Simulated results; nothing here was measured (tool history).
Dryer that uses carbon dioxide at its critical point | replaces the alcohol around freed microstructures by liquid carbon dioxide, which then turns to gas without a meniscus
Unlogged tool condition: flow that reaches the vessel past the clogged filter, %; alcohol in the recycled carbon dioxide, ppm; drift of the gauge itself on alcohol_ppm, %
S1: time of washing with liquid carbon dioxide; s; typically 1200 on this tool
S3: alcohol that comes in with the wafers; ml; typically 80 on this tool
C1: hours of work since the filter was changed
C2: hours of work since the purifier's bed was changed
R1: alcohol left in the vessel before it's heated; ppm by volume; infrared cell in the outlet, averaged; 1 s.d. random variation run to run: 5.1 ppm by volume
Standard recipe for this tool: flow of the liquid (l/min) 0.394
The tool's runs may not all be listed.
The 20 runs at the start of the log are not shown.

Run 21, hour 364.7: usual settings but S3 85 ml; C1 177; C2 185. Result: R1 220 ppm by volume.
Run 22, hour 384.7: usual settings but S3 85 ml; C1 187; C2 195. Result: R1 221 ppm by volume.
Run 23, hour 403.1: usual settings but S3 85 ml; C1 197; C2 204. Result: R1 228 ppm by volume.
Run 24, hour 431.8: usual settings but S1 960 s, S3 56 ml; C1 211; C2 219. Result: R1 454 ppm by volume.
Run 25, hour 454.1: usual settings but flow of the liquid (l/min) 0.498; C1 223; C2 230. Result: R1 130 ppm by volume.
Run 26, hour 475.8: usual settings but flow of the liquid (l/min) 0.498; C1 234; C2 241. Result: R1 141 ppm by volume.
Run 27, hour 494.6: usual settings but flow of the liquid (l/min) 0.498; C1 243; C2 251. Result: R1 145 ppm by volume.
Run 28, hour 512.5: usual settings but S1 780 s, S3 22 ml; C1 252; C2 260. Result: R1 500 ppm by volume.
At hour 531.7: inlet filter changed.
Run 29, hour 539.7: usual settings but S1 900 s; C1 4; C2 273. Result: R1 532 ppm by volume.
Run 30, hour 556.6: usual settings but flow of the liquid (l/min) 0.542, S3 45 ml; C1 13; C2 282. Result: R1 127 ppm by volume.
Run 31, hour 582.1: usual settings but flow of the liquid (l/min) 0.542, S3 45 ml; C1 26; C2 295. Result: R1 140 ppm by volume.
Run 32, hour 594.3: usual settings but S1 900 s, flow of the liquid (l/min) 0.324, S3 46 ml; C1 32; C2 301. Result: R1 786 ppm by volume.
Run 33, hour 615.1: usual settings but S1 900 s, flow of the liquid (l/min) 0.347, S3 45 ml; C1 42; C2 312. Result: R1 618 ppm by volume.
Run 34, hour 628.0: usual settings but S1 780 s, flow of the liquid (l/min) 0.265; C1 49; C2 318. Result: R1 4283 ppm by volume.
Run 35, hour 641.5: usual settings but S1 780 s, flow of the liquid (l/min) 0.454, S3 47 ml; C1 56; C2 325. Result: R1 403 ppm by volume.
Run 36, hour 661.6: usual settings but S1 1560 s, flow of the liquid (l/min) 0.609, S3 67 ml; C1 66; C2 335. Result: R1 140 ppm by volume.
Run 37, hour 684.9: usual settings but S1 1560 s, flow of the liquid (l/min) 0.609, S3 67 ml; C1 78; C2 347. Result: R1 143 ppm by volume.

Consider 3 possible next runs. They are alternatives, not a sequence: every one starts from the tool as it was left by run 37. What does each give?
Run A, hour 712.5: usual settings but S1 1740 s, flow of the liquid (l/min) 0.329; C1 92; C2 361. Result: R1 ?.
Run B, hour 712.5: usual settings but S1 1560 s, flow of the liquid (l/min) 0.542, S3 20 ml; C1 92; C2 361. Result: R1 ?.
Run C, hour 712.5: usual settings but flow of the liquid (l/min) 0.473; C1 92; C2 361. Result: R1 ?.

run   R1
  A  178
  B  159
  C  179
The same runs, with their run-to-run variation unchanged, on a tool lacking any hidden condition would have given:
run  R1
  A  23
  B   5
  C  21
